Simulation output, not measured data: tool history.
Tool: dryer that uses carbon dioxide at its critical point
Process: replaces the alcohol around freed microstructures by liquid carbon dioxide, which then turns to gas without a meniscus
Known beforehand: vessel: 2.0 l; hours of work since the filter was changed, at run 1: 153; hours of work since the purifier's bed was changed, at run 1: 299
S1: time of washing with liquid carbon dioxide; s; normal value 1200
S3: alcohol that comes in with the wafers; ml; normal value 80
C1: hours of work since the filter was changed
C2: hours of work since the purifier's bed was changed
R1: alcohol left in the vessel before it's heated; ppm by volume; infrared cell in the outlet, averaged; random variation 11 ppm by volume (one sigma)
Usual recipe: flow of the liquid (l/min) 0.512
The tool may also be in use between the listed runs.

run 1 day=0 | S1=1200 flow_of_the_liquid_(l/min)=0.512 S3=80 | C1=153 C2=299 | R1=919
run 2 day=1.446 | S1=1200 flow_of_the_liquid_(l/min)=0.512 S3=22 | C1=171 C2=317 | R1=408
run 3 day=3.188 | S1=1200 flow_of_the_liquid_(l/min)=0.512 S3=80 | C1=192 C2=338 | R1=964
run 4 day=4.9 | S1=1200 flow_of_the_liquid_(l/min)=0.512 S3=80 | C1=213 C2=359 | R1=977
run 5 day=6.183 | S1=1200 flow_of_the_liquid_(l/min)=0.512 S3=80 | C1=228 C2=374 | R1=996
run 6 day=7.042 | S1=1200 flow_of_the_liquid_(l/min)=0.512 S3=80 | C1=239 C2=385 | R1=1013
run 7 day=7.938 | S1=1200 flow_of_the_liquid_(l/min)=0.84 S3=80 | C1=250 C2=396 | R1=305
run 8 day=9.246 | S1=1200 flow_of_the_liquid_(l/min)=0.512 S3=80 | C1=266 C2=412 | R1=1047
run 9 day=10.988 | S1=1200 flow_of_the_liquid_(l/min)=0.512 S3=80 | C1=287 C2=433 | R1=1081
run 10 day=12.067 | S1=1200 flow_of_the_liquid_(l/min)=0.47 S3=80 | C1=300 C2=446 | R1=1419
run 11 day=13.096 | S1=1200 flow_of_the_liquid_(l/min)=0.47 S3=80 | C1=313 C2=459 | R1=1436
run 12 day=14.571 | S1=1200 flow_of_the_liquid_(l/min)=0.47 S3=80 | C1=331 C2=477 | R1=1439
-- day=15.333 inlet filter changed
run 13 day=16.042 | S1=1200 flow_of_the_liquid_(l/min)=0.512 S3=80 | C1=9 C2=494 | R1=930
run 14 day=17.279 | S1=1200 flow_of_the_liquid_(l/min)=0.512 S3=80 | C1=24 C2=509 | R1=967
run 15 day=18.592 | S1=1200 flow_of_the_liquid_(l/min)=0.512 S3=80 | C1=40 C2=525 | R1=966
-- day=18.962 purifier's bed changed
run 16 day=20.7 | S1=1200 flow_of_the_liquid_(l/min)=0.512 S3=80 | C1=64 C2=21 | R1=704
run 17 day=22.571 | S1=1200 flow_of_the_liquid_(l/min)=0.674 S3=80 | C1=87 C2=44 | R1=237
run 18 day=23.658 | S1=1200 flow_of_the_liquid_(l/min)=0.674 S3=80 | C1=100 C2=57 | R1=251
run 19 day=24.692 | S1=1200 flow_of_the_liquid_(l/min)=0.674 S3=80 | C1=113 C2=70 | R1=264
run 20 day=25.679 | S1=1200 flow_of_the_liquid_(l/min)=0.674 S3=80 | C1=125 C2=82 | R1=273
run 21 day=27.233 | S1=1200 flow_of_the_liquid_(l/min)=0.674 S3=80 | C1=144 C2=101 | R1=290
run 22 day=28.1 | S1=1200 flow_of_the_liquid_(l/min)=0.674 S3=80 | C1=154 C2=111 | R1=304
run 23 day=29.279 | S1=1080 flow_of_the_liquid_(l/min)=0.867 S3=99 | C1=169 C2=126 | R1=218
run 24 day=30.283 | S1=1080 flow_of_the_liquid_(l/min)=0.867 S3=99 | C1=181 C2=138 | R1=228
run 25 day=32.3 | S1=1200 flow_of_the_liquid_(l/min)=0.418 S3=80 | C1=205 C2=163 | R1=1644
run 26 day=33.671 | S1=1740 flow_of_the_liquid_(l/min)=0.57 S3=69 | C1=222 C2=179 | R1=173
run 27 day=35.408 | S1=1200 flow_of_the_liquid_(l/min)=0.512 S3=23 | C1=243 C2=201 | R1=354
run 28 day=36.775 | S1=1380 flow_of_the_liquid_(l/min)=0.591 S3=117 | C1=260 C2=217 | R1=473
run 29 day=38.442 | S1=1080 flow_of_the_liquid_(l/min)=0.546 S3=120 | C1=280 C2=238 | R1=1576
run 30 day=39.879 | S1=1200 flow_of_the_liquid_(l/min)=0.512 S3=42 | C1=298 C2=255 | R1=585
run 31 day=41.388 | S1=1380 flow_of_the_liquid_(l/min)=0.36 S3=95 | C1=316 C2=274 | R1=2145
-- day=43.242 inlet filter changed
run 32 day=43.429 | S1=1380 flow_of_the_liquid_(l/min)=0.36 S3=95 | C1=2 C2=298 | R1=1852
run 33 day=44.633 | S1=1440 flow_of_the_liquid_(l/min)=0.465 S3=80 | C1=17 C2=313 | R1=634
run 34 day=45.746 | S1=1740 flow_of_the_liquid_(l/min)=0.512 S3=80 | C1=31 C2=326 | R1=308
run 35 day=47.483 | S1=1200 flow_of_the_liquid_(l/min)=0.512 S3=80 | C1=52 C2=347 | R1=901
run 36 day=49.104 | S1=1200 flow_of_the_liquid_(l/min)=0.512 S3=74 | C1=71 C2=367 | R1=896
run 37 day=50.175 | S1=1200 flow_of_the_liquid_(l/min)=0.512 S3=74 | C1=85 C2=380 | R1=877
run 38 day=51.95 | S1=1200 flow_of_the_liquid_(l/min)=0.512 S3=74 | C1=106 C2=402 | R1=937
run 39 day=52.95 | S1=840 flow_of_the_liquid_(l/min)=0.663 S3=22 | C1=118 C2=414 | R1=549
run 40 day=54.421 | S1=1260 flow_of_the_liquid_(l/min)=0.344 S3=22 | C1=136 C2=432 | R1=887
run 41 day=55.712 | S1=1260 flow_of_the_liquid_(l/min)=0.344 S3=22 | C1=152 C2=448 | R1=909
run 42 day=57.008 | S1=1380 flow_of_the_liquid_(l/min)=0.729 S3=119 | C1=168 C2=464 | R1=360
run 43 day=58.246 | S1=1500 flow_of_the_liquid_(l/min)=0.729 S3=119 | C1=183 C2=479 | R1=344
run 44 day=59.779 | S1=1500 flow_of_the_liquid_(l/min)=0.729 S3=119 | C1=202 C2=497 | R1=353

Each run again, without the hidden state but with its own random variation kept:
Unlogged tool condition in this case: flow that reaches the vessel past the clogged filter, %; alcohol in the recycled carbon dioxide, ppm; drift of the gauge itself on alcohol_ppm, %.
run=1 R1=658
run=2 R1=190
run=3 R1=659
run=4 R1=651
run=5 R1=649
run=6 R1=655
run=7 R1=55
run=8 R1=653
run=9 R1=660
run=10 R1=921
run=11 R1=921
run=12 R1=906
run=13 R1=646
run=14 R1=661
run=15 R1=647
run=16 R1=657
run=17 R1=193
run=18 R1=196
run=19 R1=198
run=20 R1=198
run=21 R1=199
run=22 R1=204
run=23 R1=120
run=24 R1=122
run=25 R1=1345
run=26 R1=53
run=27 R1=198
run=28 R1=266
run=29 R1=1151
run=30 R1=343
run=31 R1=1596
run=32 R1=1643
run=33 R1=439
run=34 R1=114
run=35 R1=658
run=36 R1=627
run=37 R1=603
run=38 R1=627
run=39 R1=282
run=40 R1=578
run=41 R1=585
run=42 R1=81
run=43 R1=57
run=44 R1=57
